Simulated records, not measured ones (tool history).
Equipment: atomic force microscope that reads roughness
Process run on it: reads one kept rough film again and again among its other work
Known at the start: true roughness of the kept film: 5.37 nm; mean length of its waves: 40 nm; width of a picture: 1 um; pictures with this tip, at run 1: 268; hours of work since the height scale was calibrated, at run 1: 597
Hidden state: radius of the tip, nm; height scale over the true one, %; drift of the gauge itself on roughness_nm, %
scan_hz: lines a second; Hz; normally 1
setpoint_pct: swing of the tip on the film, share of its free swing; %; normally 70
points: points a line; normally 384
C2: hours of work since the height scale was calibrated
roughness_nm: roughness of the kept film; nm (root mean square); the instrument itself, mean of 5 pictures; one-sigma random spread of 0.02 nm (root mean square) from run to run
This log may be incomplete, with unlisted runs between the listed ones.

Run 1, hour 0: usual settings; pictures with this tip 268; C2 597. Result: roughness_nm 4.577 nm (root mean square).
At hour 52.4: new tip fitted.
Run 2, hour 58.5: usual settings but setpoint_pct 75 %; pictures with this tip 13; C2 641. Result: roughness_nm 4.915 nm (root mean square).
Run 3, hour 132.2: usual settings but setpoint_pct 75 %; pictures with this tip 170; C2 697. Result: roughness_nm 4.695 nm (root mean square).
Run 4, hour 210.3: usual settings but setpoint_pct 75 %; pictures with this tip 336; C2 756. Result: roughness_nm 4.504 nm (root mean square).
At hour 234.7: new tip fitted.
Run 5, hour 269.7: usual settings but setpoint_pct 75 %; pictures with this tip 75; C2 801. Result: roughness_nm 4.804 nm (root mean square).
Run 6, hour 344.6: usual settings but setpoint_pct 75 %; pictures with this tip 234; C2 857. Result: roughness_nm 4.584 nm (root mean square).
At hour 412.9: new tip fitted.
Run 7, hour 412.9: usual settings but setpoint_pct 75 %; pictures with this tip 0; C2 909. Result: roughness_nm 4.957 nm (root mean square).
Run 8, hour 489.1: usual settings but setpoint_pct 75 %; pictures with this tip 162; C2 966. Result: roughness_nm 4.756 nm (root mean square).
Run 9, hour 522.1: usual settings; pictures with this tip 232; C2 991. Result: roughness_nm 4.694 nm (root mean square).
Run 10, hour 565.5: usual settings; pictures with this tip 324; C2 1024. Result: roughness_nm 4.576 nm (root mean square).
At hour 592.9: new tip fitted.
Run 11, hour 616.7: usual settings; pictures with this tip 51; C2 1063. Result: roughness_nm 4.909 nm (root mean square).
Run 12, hour 660.5: usual settings but scan_hz 2.28 Hz, setpoint_pct 68 %, points 861; pictures with this tip 144; C2 1096. Result: roughness_nm 4.7 nm (root mean square).
Run 13, hour 720.6: usual settings but scan_hz 1.48 Hz, setpoint_pct 68 %, points 690; pictures with this tip 271; C2 1141. Result: roughness_nm 4.624 nm (root mean square).
At hour 771.8: new tip fitted.
Run 14, hour 771.8: usual settings but scan_hz 0.72 Hz, setpoint_pct 80 %, points 367; pictures with this tip 0; C2 1180. Result: roughness_nm 4.933 nm (root mean square).
Run 15, hour 812.8: usual settings but scan_hz 1.18 Hz, setpoint_pct 81 %, points 374; pictures with this tip 87; C2 1211. Result: roughness_nm 4.764 nm (root mean square).
Run 16, hour 868.8: usual settings but scan_hz 1.14 Hz, setpoint_pct 90 %, points 932; pictures with this tip 206; C2 1253. Result: roughness_nm 4.53 nm (root mean square).
Run 17, hour 946.2: usual settings but scan_hz 3.72 Hz, setpoint_pct 57 %, points 640; pictures with this tip 370; C2 1312. Result: roughness_nm 4.513 nm (root mean square).
At hour 952.3: new tip fitted.
Run 18, hour 1019.7: usual settings but setpoint_pct 57 %, points 640; pictures with this tip 144; C2 1367. Result: roughness_nm 4.876 nm (root mean square).
Run 19, hour 1089.5: usual settings but scan_hz 2.51 Hz; pictures with this tip 292; C2 1420. Result: roughness_nm 4.503 nm (root mean square).
At hour 1132.3: new tip fitted.
Run 20, hour 1136.7: usual settings but scan_hz 2.51 Hz; pictures with this tip 9; C2 1455. Result: roughness_nm 4.845 nm (root mean square).
Run 21, hour 1209.8: usual settings but scan_hz 1.15 Hz, setpoint_pct 79 %, points 985; pictures with this tip 164; C2 1511. Result: roughness_nm 4.739 nm (root mean square).
Run 22, hour 1287.6: usual settings but scan_hz 3.09 Hz, setpoint_pct 57 %, points 366; pictures with this tip 329; C2 1570. Result: roughness_nm 4.598 nm (root mean square).

Difference, measured minus no-hidden-state, one row per run. Run-to-run variation is common to both terms; the gauge's own scatter need not be:
run  roughness_nm
  1        -0.342
  2        +0.018
  3        -0.181
  4        -0.369
  5        -0.084
  6        -0.284
  7        +0.037
  8         -0.16
  9        -0.237
 10        -0.341
 11        -0.032
 12        -0.144
 13        -0.298
 14        +0.051
 15        -0.061
 16        -0.203
 17        -0.394
 18        -0.154
 19        -0.313
 20         +0.04
 21        -0.145
 22        -0.325
